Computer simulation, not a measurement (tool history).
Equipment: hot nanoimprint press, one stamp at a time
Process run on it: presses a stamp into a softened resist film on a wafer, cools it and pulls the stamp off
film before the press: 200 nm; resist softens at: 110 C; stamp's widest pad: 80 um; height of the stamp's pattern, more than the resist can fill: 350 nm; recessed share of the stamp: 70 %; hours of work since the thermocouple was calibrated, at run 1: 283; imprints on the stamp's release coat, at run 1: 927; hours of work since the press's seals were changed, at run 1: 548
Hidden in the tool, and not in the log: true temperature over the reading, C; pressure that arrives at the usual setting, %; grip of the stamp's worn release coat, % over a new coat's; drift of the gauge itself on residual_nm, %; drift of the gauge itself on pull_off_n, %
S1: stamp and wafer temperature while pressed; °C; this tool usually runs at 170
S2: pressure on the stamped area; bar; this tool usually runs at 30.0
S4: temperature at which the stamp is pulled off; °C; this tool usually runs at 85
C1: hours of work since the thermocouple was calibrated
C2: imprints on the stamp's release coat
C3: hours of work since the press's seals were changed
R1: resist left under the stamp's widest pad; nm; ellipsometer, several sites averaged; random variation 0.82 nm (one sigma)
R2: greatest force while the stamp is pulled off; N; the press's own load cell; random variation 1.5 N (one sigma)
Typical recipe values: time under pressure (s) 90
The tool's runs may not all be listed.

{"run": 1, "hour": 0.0, "S1": 170, "S2": 30.0, "time under pressure (s)": 90, "S4": 85, "C1": 283, "C2": 927, "C3": 548, "R1": 110.8, "R2": 109}
{"run": 2, "hour": 23.3, "S1": 170, "S2": 30.0, "time under pressure (s)": 90, "S4": 85, "C1": 292, "C2": 961, "C3": 558, "R1": 111.4, "R2": 111}
{"hour": 44.1, "done": "stamp cleaned and given a new release coat"}
{"run": 3, "hour": 71.6, "S1": 170, "S2": 30.0, "time under pressure (s)": 45, "S4": 85, "C1": 310, "C2": 40, "C3": 575, "R1": 137.5, "R2": 101}
{"run": 4, "hour": 106.1, "S1": 170, "S2": 30.0, "time under pressure (s)": 45, "S4": 85, "C1": 324, "C2": 91, "C3": 589, "R1": 137.2, "R2": 99}
{"run": 5, "hour": 130.2, "S1": 170, "S2": 30.0, "time under pressure (s)": 45, "S4": 85, "C1": 334, "C2": 126, "C3": 599, "R1": 138.6, "R2": 102}
{"run": 6, "hour": 177.1, "S1": 170, "S2": 30.0, "time under pressure (s)": 90, "S4": 85, "C1": 353, "C2": 194, "C3": 618, "R1": 112.9, "R2": 102}
{"hour": 189.3, "done": "plate thermocouple calibrated"}
{"run": 7, "hour": 204.5, "S1": 170, "S2": 19.4, "time under pressure (s)": 90, "S4": 85, "C1": 6, "C2": 230, "C3": 628, "R1": 128.6, "R2": 102}
{"run": 8, "hour": 235.8, "S1": 181, "S2": 30.0, "time under pressure (s)": 90, "S4": 85, "C1": 19, "C2": 276, "C3": 641, "R1": 69.6, "R2": 100}
{"run": 9, "hour": 263.1, "S1": 172, "S2": 33.2, "time under pressure (s)": 62, "S4": 85, "C1": 30, "C2": 316, "C3": 652, "R1": 112.3, "R2": 100}
{"run": 10, "hour": 307.5, "S1": 170, "S2": 19.3, "time under pressure (s)": 98, "S4": 82, "C1": 48, "C2": 381, "C3": 670, "R1": 127.3, "R2": 105}
{"run": 11, "hour": 339.7, "S1": 180, "S2": 37.2, "time under pressure (s)": 66, "S4": 86, "C1": 62, "C2": 428, "C3": 684, "R1": 74.8, "R2": 100}
{"run": 12, "hour": 376.8, "S1": 180, "S2": 37.2, "time under pressure (s)": 66, "S4": 86, "C1": 77, "C2": 482, "C3": 699, "R1": 75.3, "R2": 100}
{"run": 13, "hour": 409.1, "S1": 170, "S2": 32.0, "time under pressure (s)": 78, "S4": 85, "C1": 90, "C2": 530, "C3": 712, "R1": 115.1, "R2": 104}
{"run": 14, "hour": 453.7, "S1": 166, "S2": 32.0, "time under pressure (s)": 51, "S4": 85, "C1": 108, "C2": 595, "C3": 730, "R1": 149.1, "R2": 107}
{"run": 15, "hour": 504.9, "S1": 179, "S2": 32.0, "time under pressure (s)": 51, "S4": 85, "C1": 129, "C2": 670, "C3": 751, "R1": 93.3, "R2": 105}

Take each entry between the runs: how does the hidden state at the last listed run before it differ from the hidden state at the first listed run after it?
Logged between run 2 and run 3: stamp cleaned and given a new release coat (hour 44.1)
  true temperature over the reading, C: -0.38 -> -0.41; pressure that arrives at the usual setting, %: 95.59 -> 95.44; grip of the stamp's worn release coat, % over a new coat's: 9.8 -> 0.4
  measured result minus the result with no hidden state, R1: +3.6 -> +3.6 nm; R2: +11 -> +2 N
Logged between run 6 and run 7: plate thermocouple calibrated (hour 189.3)
  true temperature over the reading, C: -0.49 -> -0.05; pressure that arrives at the usual setting, %: 95.1 -> 95.01; grip of the stamp's worn release coat, % over a new coat's: 1.9 -> 2.3
  measured result minus the result with no hidden state, R1: +4.3 -> +1.6 nm; R2: +3 -> +2 N

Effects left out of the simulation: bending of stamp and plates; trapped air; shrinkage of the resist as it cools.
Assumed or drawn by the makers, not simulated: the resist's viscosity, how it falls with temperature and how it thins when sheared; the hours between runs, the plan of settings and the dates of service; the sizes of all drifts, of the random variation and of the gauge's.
